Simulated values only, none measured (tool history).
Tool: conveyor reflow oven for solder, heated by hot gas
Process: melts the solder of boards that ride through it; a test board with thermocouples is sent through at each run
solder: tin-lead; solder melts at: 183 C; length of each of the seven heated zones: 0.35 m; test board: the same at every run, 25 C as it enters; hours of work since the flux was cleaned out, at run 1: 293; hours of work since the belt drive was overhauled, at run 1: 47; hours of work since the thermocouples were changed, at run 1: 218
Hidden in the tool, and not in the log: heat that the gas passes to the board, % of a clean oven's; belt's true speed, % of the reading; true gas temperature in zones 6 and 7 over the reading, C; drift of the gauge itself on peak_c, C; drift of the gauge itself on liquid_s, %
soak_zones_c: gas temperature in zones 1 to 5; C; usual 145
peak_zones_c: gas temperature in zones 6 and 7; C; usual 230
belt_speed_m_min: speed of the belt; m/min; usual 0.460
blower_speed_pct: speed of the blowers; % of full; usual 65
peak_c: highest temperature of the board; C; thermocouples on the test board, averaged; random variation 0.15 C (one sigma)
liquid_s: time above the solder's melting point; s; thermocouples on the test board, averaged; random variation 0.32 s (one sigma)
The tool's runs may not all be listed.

run   hour  soak_zones_c  peak_zones_c  belt_speed_m_min  blower_speed_pct  hours of work since the flux was cleaned out  hours of work since the belt drive was overhauled  hours of work since the thermocouples were changed  peak_c  liquid_s
  1    0.0           145           230             0.460                65                                           293                                                 47                                                 218   212.5      66.2
  2   26.4           145           230             0.438                65                                           312                                                 67                                                 237   213.9      71.5
  3   52.6           145           230             0.438                65                                           331                                                 86                                                 256   214.3      71.5
  4   73.2           153           230             0.460                65                                           346                                                101                                                 271   214.4      72.2
      90.3  -- flux residue cleaned out of gas plates and filters
  5  106.0           145           241             0.460                65                                            11                                                121                                                 292   221.6      74.5
  6  128.4           145           241             0.460                65                                            28                                                137                                                 308   221.5      74.9
  7  150.9           145           230             0.460                65                                            44                                                154                                                 325   212.3      66.3
  8  177.9           145           226             0.460                65                                            64                                                174                                                 344   209.1      61.7
  9  205.3           145           226             0.460                65                                            84                                                194                                                 364   209.1      62.3
     224.1  -- flux residue cleaned out of gas plates and filters, once more
 10  228.7           145           226             0.460                79                                             3                                                207                                                 378   213.7      69.3
 11  242.5           145           218             0.460                65                                            13                                                217                                                 388   204.6      56.8
 12  254.8           145           218             0.460                65                                            22                                                226                                                 397   204.5      57.3
 13  274.4           145           229             0.460                65                                            37                                                240                                                 411   214.0      68.7
 14  301.6           145           229             0.431                65                                            57                                                260                                                 431   215.5      75.7
 15  318.0           145           224             0.431                82                                            69                                                272                                                 443   214.2      75.6
 16  330.5           157           226             0.455                50                                            78                                                281                                                 452   210.6      71.3
 17  344.6           157           226             0.460                88                                            88                                                292                                                 463   217.2      78.9
 18  368.7           145           231             0.384                60                                           106                                                309                                                 480   219.7      89.9
 19  389.4           145           231             0.384                60                                           121                                                325                                                 495   219.8      89.4
 20  415.1           145           231             0.384                60                                           140                                                343                                                 514   219.8      89.5
 21  439.5           134           231             0.384                62                                           157                                                361                                                 532   218.3      83.2
 22  454.9           136           231             0.384                62                                           169                                                372                                                 543   218.7      83.9
 23  479.0           136           231             0.384                62                                           186                                                390                                                 561   218.5      84.6

5 ways to go on from here, each from the tool as it stands after run 23. What would each give?
  A  499.7           136           231             0.405                62                                           201                                                405                                                 576       ?         ?
  B  499.7           140           222             0.503                62                                           201                                                405                                                 576       ?         ?
  C  499.7           153           236             0.464                65                                           201                                                405                                                 576       ?         ?
  D  499.7           143           231             0.449                50                                           201                                                405                                                 576       ?         ?
  E  499.7           136           231             0.515                62                                           201                                                405                                                 576       ?         ?

run  peak_c  liquid_s
  A   216.8      77.1
  B   203.1      47.3
  C   220.7      77.6
  D   211.8      66.0
  E   208.6      50.5
Without the tool's hidden state the same runs would have given:
run  peak_c  liquid_s
  A   215.9      75.5
  B   202.4      46.0
  C   219.8      76.1
  D   210.9      64.3
  E   208.0      49.4

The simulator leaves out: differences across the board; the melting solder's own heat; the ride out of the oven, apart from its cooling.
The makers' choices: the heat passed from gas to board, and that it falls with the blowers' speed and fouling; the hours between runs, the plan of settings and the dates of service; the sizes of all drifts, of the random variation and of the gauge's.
